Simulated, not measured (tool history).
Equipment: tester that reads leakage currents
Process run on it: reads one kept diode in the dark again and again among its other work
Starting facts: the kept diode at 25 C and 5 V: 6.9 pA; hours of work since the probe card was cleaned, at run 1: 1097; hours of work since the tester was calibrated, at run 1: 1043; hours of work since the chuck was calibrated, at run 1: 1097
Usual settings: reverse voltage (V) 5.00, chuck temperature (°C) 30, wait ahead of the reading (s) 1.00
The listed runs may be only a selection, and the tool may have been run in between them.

run   hour  reverse voltage (V)  chuck temperature (°C)  wait ahead of the reading (s)  hours of work since the probe card was cleaned  hours of work since the tester was calibrated  hours of work since the chuck was calibrated  current that the tester gives (pA)
  1    0.0                 5.00                      30                           1.00                                            1097                                           1043                                          1097                               23.60
  2   34.9                 5.00                      30                           1.00                                            1119                                           1065                                          1119                               23.62
  3   81.5                 5.00                      30                           1.00                                            1148                                           1094                                          1148                               24.12
  4  117.2                 5.00                      30                           1.00                                            1171                                           1116                                          1171                               24.31
  5  156.2                 5.00                      59                           1.00                                            1195                                           1141                                          1195                              131.05
  6  199.4                 5.00                      59                           1.00                                            1222                                           1168                                          1222                              130.39
  7  238.6                 5.00                      59                           1.00                                            1247                                           1192                                          1247                              132.72
  8  305.1                 5.00                      59                           7.07                                            1288                                           1234                                          1288                              132.39
  9  345.1                 5.70                      47                           0.38                                            1314                                           1259                                          1314                               68.93
 10  395.4                 5.70                      47                           0.38                                            1345                                           1291                                          1345                               69.29
 11  451.4                 5.70                      47                           0.38                                            1380                                           1326                                          1380                               70.03
 12  502.5                 5.23                      28                           1.00                                            1412                                           1358                                          1412                               25.86
 13  542.4                 5.23                      28                           1.00                                            1437                                           1383                                          1437                               26.30
     550.6  -- probe card cleaned and baked
     561.3  -- chuck's temperature calibrated
 14  591.3                 2.66                      26                           0.56                                              24                                           1411                                            19                                5.71
 15  643.1                 2.66                      26                           0.56                                              57                                           1443                                            51                                5.93

Subtracting, for every run, the result it would have given without the tool's unlogged condition from the measured result gives the following. The same run-to-run variation enters both numbers; the gauge's scatter may not:
Hidden state present: stray current of the dirty probe card, pA a volt; current scale over the true one, %; true chuck temperature over the reading, C; drift of the gauge itself on leakage_pa, %.
run  current that the tester gives (pA)
  1                              +12.46
  2                              +12.63
  3                              +13.06
  4                              +13.26
  5                              +24.29
  6                              +24.64
  7                              +25.44
  8                              +26.15
  9                              +21.47
 10                              +21.96
 11                              +22.60
 12                              +16.36
 13                              +16.73
 14                               +0.20
 15                               +0.42
